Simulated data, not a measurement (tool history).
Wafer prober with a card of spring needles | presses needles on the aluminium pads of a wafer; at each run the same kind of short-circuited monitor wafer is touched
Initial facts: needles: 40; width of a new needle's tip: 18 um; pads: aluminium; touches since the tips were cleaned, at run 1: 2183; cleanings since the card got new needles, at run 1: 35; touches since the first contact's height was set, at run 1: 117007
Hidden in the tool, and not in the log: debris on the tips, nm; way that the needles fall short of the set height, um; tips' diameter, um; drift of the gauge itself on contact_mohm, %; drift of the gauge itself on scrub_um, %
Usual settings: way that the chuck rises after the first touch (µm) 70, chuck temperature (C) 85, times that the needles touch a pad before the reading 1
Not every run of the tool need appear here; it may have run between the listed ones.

run   hour  way that the chuck rises after the first touch (µm)  chuck temperature (C)  times that the needles touch a pad before the reading  touches since the tips were cleaned  cleanings since the card got new needles  touches since the first contact's height was set  resistance of one needle with its contact and lead (mohm)  way that a needle slides on the pad (µm)
  1    0.0                                                   70                     85                                                      1                                 2183                                        35                                            117007                                                        367                                     15.15
      14.7  -- tips cleaned on abrasive film
  2   28.2                                                   70                     85                                                      1                                 4434                                        36                                            126218                                                        456                                     15.16
      34.3  -- tips cleaned on abrasive film
      54.3  -- tips cleaned on abrasive film
      54.6  -- height of the first contact set anew
  3   55.3                                                   70                     85                                                      1                                  231                                        38                                               231                                                        272                                     15.58
      76.7  -- tips cleaned on abrasive film
  4   86.5                                                   70                     85                                                      1                                 3207                                        39                                             10417                                                        415                                     15.55
      98.0  -- tips cleaned on abrasive film
  5  102.5                                                   70                     85                                                      1                                 1486                                        40                                             15655                                                        357                                     15.53
     118.3  -- tips cleaned on abrasive film
  6  131.1                                                   80                     85                                                      1                                 4208                                        41                                             24987                                                        390                                     17.70
     140.9  -- tips cleaned on abrasive film
     161.0  -- tips cleaned on abrasive film
  7  162.6                                                   70                    122                                                      1                                  531                                        43                                             35266                                                        300                                     15.41
  8  179.0                                                   70                    122                                                      1                                 5914                                        43                                             40649                                                        476                                     15.45
     181.4  -- tips cleaned on abrasive film
  9  198.2                                                   71                    122                                                      1                                 5523                                        44                                             46923                                                        471                                     15.65
     202.7  -- tips cleaned on abrasive film
     223.5  -- tips cleaned on abrasive film
 10  236.5                                                   71                    122                                                      1                                 4288                                        46                                             59433                                                        437                                     15.58

Run 11 is up next; what results do you expect?
     244.3  -- tips cleaned on abrasive film
 11  256.3                                                   59                    116                                                      2                                 3944                                        47                                             65893                                                          ?                                         ?

Run 11 came out at resistance of one needle with its contact and lead (mohm) 415, way that a needle slides on the pad (µm) 12.88.
Take away the tool's hidden state, keep the run-to-run variation as it was, and the same run would have given resistance of one needle with its contact and lead (mohm) 242, way that a needle slides on the pad (µm) 13.11.

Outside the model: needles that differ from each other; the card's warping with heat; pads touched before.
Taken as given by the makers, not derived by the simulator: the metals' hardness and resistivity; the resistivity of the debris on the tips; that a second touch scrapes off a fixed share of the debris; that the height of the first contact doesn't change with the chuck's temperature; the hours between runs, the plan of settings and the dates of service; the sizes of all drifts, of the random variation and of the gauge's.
